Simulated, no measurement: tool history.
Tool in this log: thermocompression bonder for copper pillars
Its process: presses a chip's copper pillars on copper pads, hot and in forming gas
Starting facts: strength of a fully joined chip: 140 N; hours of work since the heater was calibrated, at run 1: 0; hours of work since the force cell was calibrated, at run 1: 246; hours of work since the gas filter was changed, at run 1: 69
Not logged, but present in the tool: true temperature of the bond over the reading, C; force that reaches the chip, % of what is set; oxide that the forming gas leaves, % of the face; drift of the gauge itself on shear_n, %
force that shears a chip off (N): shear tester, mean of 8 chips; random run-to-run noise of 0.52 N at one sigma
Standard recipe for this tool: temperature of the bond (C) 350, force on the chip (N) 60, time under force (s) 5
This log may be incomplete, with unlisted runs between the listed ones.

run   hour  temperature of the bond (C)  force on the chip (N)  time under force (s)  hours of work since the heater was calibrated  hours of work since the force cell was calibrated  hours of work since the gas filter was changed  force that shears a chip off (N)
  1      0                          350                     60                     5                                              0                                                246                                              69                              48.1
  2   23.8                          350                     60                     4                                             18                                                264                                              88                              43.8
  3   47.6                          350                     60                     5                                             37                                                282                                             106                              48.2
  4   79.1                          350                     60                     5                                             61                                                306                                             130                              47.7
  5    104                          350                     60                     5                                             80                                                326                                             149                              46.4
     130.7  -- forming gas filter changed
  6  139.3                          350                     76                     5                                            106                                                352                                               7                                56
  7  164.4                          350                     76                     5                                            126                                                372                                              26                              55.4
  8  183.4                          326                     47                    10                                            140                                                386                                              40                              40.1
  9  210.2                          350                     60                    13                                            161                                                407                                              61                              68.8
 10  226.4                          350                     60                    13                                            173                                                419                                              74                              66.9
 11  255.1                          350                     39                     3                                            195                                                441                                              96                              29.5
 12  278.4                          350                     76                     5                                            213                                                459                                             113                              53.6
 13  296.8                          350                     76                     5                                            227                                                473                                             127                              52.5

Predict each of these 5 candidate next runs independently; none follows another, all start after run 13:
  A  328.5                          350                     51                     5                                            252                                                497                                             152                                 ?
  B  328.5                          332                     60                     4                                            252                                                497                                             152                                 ?
  C  328.5                          328                     76                    10                                            252                                                497                                             152                                 ?
  D  328.5                          368                     55                     6                                            252                                                497                                             152                                 ?
  E  328.5                          347                     63                    13                                            252                                                497                                             152                                 ?

run  force that shears a chip off (N)
  A                              41.9
  B                              32.2
  C                              51.2
  D                              57.6
  E                              64.5
The same runs, with their run-to-run variation unchanged, on a tool lacking any hidden condition would have given:
run  force that shears a chip off (N)
  A                              45.8
  B                              35.4
  C                                56
  D                              62.5
  E                                70

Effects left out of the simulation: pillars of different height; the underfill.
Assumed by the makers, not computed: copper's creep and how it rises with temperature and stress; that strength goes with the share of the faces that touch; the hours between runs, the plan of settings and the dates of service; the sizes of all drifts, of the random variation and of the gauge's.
